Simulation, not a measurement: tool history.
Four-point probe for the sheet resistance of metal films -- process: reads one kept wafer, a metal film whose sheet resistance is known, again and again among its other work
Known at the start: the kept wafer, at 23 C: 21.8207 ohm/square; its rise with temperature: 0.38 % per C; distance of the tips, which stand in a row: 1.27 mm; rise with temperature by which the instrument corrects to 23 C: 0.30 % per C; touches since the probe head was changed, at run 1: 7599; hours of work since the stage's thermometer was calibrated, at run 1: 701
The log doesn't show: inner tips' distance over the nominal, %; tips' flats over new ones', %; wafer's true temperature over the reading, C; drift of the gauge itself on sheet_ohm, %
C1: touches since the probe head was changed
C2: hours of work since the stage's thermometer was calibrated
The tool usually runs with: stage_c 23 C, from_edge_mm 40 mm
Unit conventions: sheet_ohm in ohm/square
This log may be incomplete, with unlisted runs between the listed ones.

{"run": 1, "hour": 0.0, "stage_c": 23, "from_edge_mm": 40, "C1": 7599, "C2": 701, "sheet_ohm": 21.913025}
{"run": 2, "hour": 12.5, "stage_c": 23, "from_edge_mm": 40, "C1": 7796, "C2": 708, "sheet_ohm": 21.917604}
{"run": 3, "hour": 27.5, "stage_c": 23, "from_edge_mm": 40, "C1": 8034, "C2": 717, "sheet_ohm": 21.913664}
{"run": 4, "hour": 37.7, "stage_c": 23, "from_edge_mm": 40, "C1": 8195, "C2": 723, "sheet_ohm": 21.915346}
{"run": 5, "hour": 49.5, "stage_c": 23, "from_edge_mm": 40, "C1": 8381, "C2": 730, "sheet_ohm": 21.918611}
{"run": 6, "hour": 64.2, "stage_c": 23, "from_edge_mm": 40, "C1": 8613, "C2": 738, "sheet_ohm": 21.917666}
{"run": 7, "hour": 78.8, "stage_c": 23, "from_edge_mm": 40, "C1": 8845, "C2": 746, "sheet_ohm": 21.920125}
{"run": 8, "hour": 93.4, "stage_c": 23, "from_edge_mm": 40, "C1": 9075, "C2": 755, "sheet_ohm": 21.925244}
{"run": 9, "hour": 106.4, "stage_c": 30, "from_edge_mm": 40, "C1": 9281, "C2": 762, "sheet_ohm": 22.036897}
{"run": 10, "hour": 120.1, "stage_c": 31, "from_edge_mm": 40, "C1": 9497, "C2": 770, "sheet_ohm": 22.062386}
{"run": 11, "hour": 129.6, "stage_c": 22, "from_edge_mm": 40, "C1": 9648, "C2": 776, "sheet_ohm": 21.893968}
{"run": 12, "hour": 138.0, "stage_c": 23, "from_edge_mm": 16, "C1": 9780, "C2": 780, "sheet_ohm": 21.982965}
{"run": 13, "hour": 151.1, "stage_c": 19, "from_edge_mm": 16, "C1": 9987, "C2": 788, "sheet_ohm": 21.89678}
{"run": 14, "hour": 158.2, "stage_c": 19, "from_edge_mm": 16, "C1": 10100, "C2": 792, "sheet_ohm": 21.905822}
{"run": 15, "hour": 175.0, "stage_c": 29, "from_edge_mm": 12, "C1": 10365, "C2": 802, "sheet_ohm": 22.149297}
{"run": 16, "hour": 183.7, "stage_c": 29, "from_edge_mm": 72, "C1": 10503, "C2": 807, "sheet_ohm": 22.016388}
{"run": 17, "hour": 190.6, "stage_c": 30, "from_edge_mm": 25, "C1": 10612, "C2": 810, "sheet_ohm": 22.062184}
{"run": 18, "hour": 204.0, "stage_c": 27, "from_edge_mm": 27, "C1": 10823, "C2": 818, "sheet_ohm": 22.000676}
{"run": 19, "hour": 218.7, "stage_c": 18, "from_edge_mm": 27, "C1": 11056, "C2": 827, "sheet_ohm": 21.826088}
{"run": 20, "hour": 233.3, "stage_c": 21, "from_edge_mm": 20, "C1": 11286, "C2": 835, "sheet_ohm": 21.896846}
{"run": 21, "hour": 240.8, "stage_c": 25, "from_edge_mm": 11, "C1": 11405, "C2": 839, "sheet_ohm": 22.10128}
{"run": 22, "hour": 248.6, "stage_c": 25, "from_edge_mm": 11, "C1": 11528, "C2": 844, "sheet_ohm": 22.096852}
{"run": 23, "hour": 264.0, "stage_c": 25, "from_edge_mm": 11, "C1": 11772, "C2": 853, "sheet_ohm": 22.085754}
{"run": 24, "hour": 274.9, "stage_c": 24, "from_edge_mm": 41, "C1": 11944, "C2": 859, "sheet_ohm": 21.923413}
{"run": 25, "hour": 289.3, "stage_c": 24, "from_edge_mm": 41, "C1": 12172, "C2": 867, "sheet_ohm": 21.918336}

Here are 5 independent what-if runs from the current tool condition. What would each one return?
{"run": "A", "hour": 298.3, "stage_c": 20, "from_edge_mm": 40, "C1": 12314, "C2": 872, "sheet_ohm": "?"}
{"run": "B", "hour": 298.3, "stage_c": 19, "from_edge_mm": 4, "C1": 12314, "C2": 872, "sheet_ohm": "?"}
{"run": "C", "hour": 298.3, "stage_c": 29, "from_edge_mm": 18, "C1": 12314, "C2": 872, "sheet_ohm": "?"}
{"run": "D", "hour": 298.3, "stage_c": 23, "from_edge_mm": 31, "C1": 12314, "C2": 872, "sheet_ohm": "?"}
{"run": "E", "hour": 298.3, "stage_c": 24, "from_edge_mm": 22, "C1": 12314, "C2": 872, "sheet_ohm": "?"}

run=A sheet_ohm=21.851497
run=B sheet_ohm=22.940871
run=C sheet_ohm=22.064857
run=D sheet_ohm=21.916025
run=E sheet_ohm=21.948979
With no hidden state in the tool, these same runs would have given:
run=A sheet_ohm=21.776397
run=B sheet_ohm=22.86253
run=C sheet_ohm=21.988335
run=D sheet_ohm=21.840468
run=E sheet_ohm=21.873236
